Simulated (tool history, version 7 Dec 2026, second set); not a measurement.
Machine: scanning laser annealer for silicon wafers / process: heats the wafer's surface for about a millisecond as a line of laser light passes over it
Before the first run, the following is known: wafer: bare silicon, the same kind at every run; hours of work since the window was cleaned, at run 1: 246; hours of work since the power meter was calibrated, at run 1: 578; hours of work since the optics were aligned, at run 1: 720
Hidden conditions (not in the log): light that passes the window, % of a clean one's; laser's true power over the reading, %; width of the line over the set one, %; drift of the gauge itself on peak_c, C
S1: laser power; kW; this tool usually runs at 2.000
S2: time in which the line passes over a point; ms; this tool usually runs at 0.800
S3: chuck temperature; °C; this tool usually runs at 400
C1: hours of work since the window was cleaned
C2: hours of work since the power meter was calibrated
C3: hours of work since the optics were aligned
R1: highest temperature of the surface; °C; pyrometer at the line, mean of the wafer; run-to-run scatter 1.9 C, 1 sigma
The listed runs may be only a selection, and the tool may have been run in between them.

run	hour	S1	S2	S3	C1	C2	C3	R1
1	0.0	2.000	0.800	400	246	578	720	1189
2	18.9	2.000	0.800	407	261	593	734	1197
3	40.0	2.000	0.766	400	277	610	751	1167
4	68.5	2.000	0.766	400	300	632	773	1170
5	88.8	2.000	0.766	400	316	648	789	1166
6	105.6	2.000	0.800	400	329	661	803	1187
7	123.6	2.000	0.800	400	343	675	817	1181
8	145.7	2.000	0.800	400	361	693	834	1183
9	160.1	2.000	0.800	400	372	704	845	1187
10	186.3	2.000	0.800	400	392	725	866	1185
11	205.6	2.000	0.800	400	408	740	881	1182
12	231.9	2.000	0.922	400	428	761	902	1251
13	253.5	2.000	0.800	430	445	777	919	1210
14	282.6	2.037	0.800	409	468	800	942	1207
15	306.4	1.761	0.788	401	487	819	960	1065
16	333.1	1.761	0.788	401	508	840	981	1065
17	345.8	2.152	0.800	373	518	850	991	1222
18	374.6	2.193	0.718	373	540	873	1014	1186
19	399.7	2.000	0.776	400	560	892	1034	1165
20	430.2	2.000	0.612	426	584	916	1058	1083
21	450.7	2.000	0.612	426	600	932	1074	1089
22	464.5	2.000	0.612	426	611	943	1085	1086
23	479.8	2.184	0.953	426	623	955	1097	1383
# hour 500.0: optics aligned, line set to its width
24	514.6	2.184	0.953	426	647	979	11	1394
25	545.9	2.184	0.953	426	671	1003	36	1388
26	576.0	2.000	0.652	416	695	1027	60	1109

How the hidden state differs across the entries between the runs, from the last listed run before each to the first after it:
In the gap between runs 23 and 24: optics aligned, line set to its width (hour 500.0)
  light that passes the window, % of a clean one's: 97.78 -> 97.69; laser's true power over the reading, %: 0.74 -> 0.76; width of the line over the set one, %: 2.07 -> 0.03
  the result without the hidden state subtracted from the measured one, R1: -29 -> -19 °C
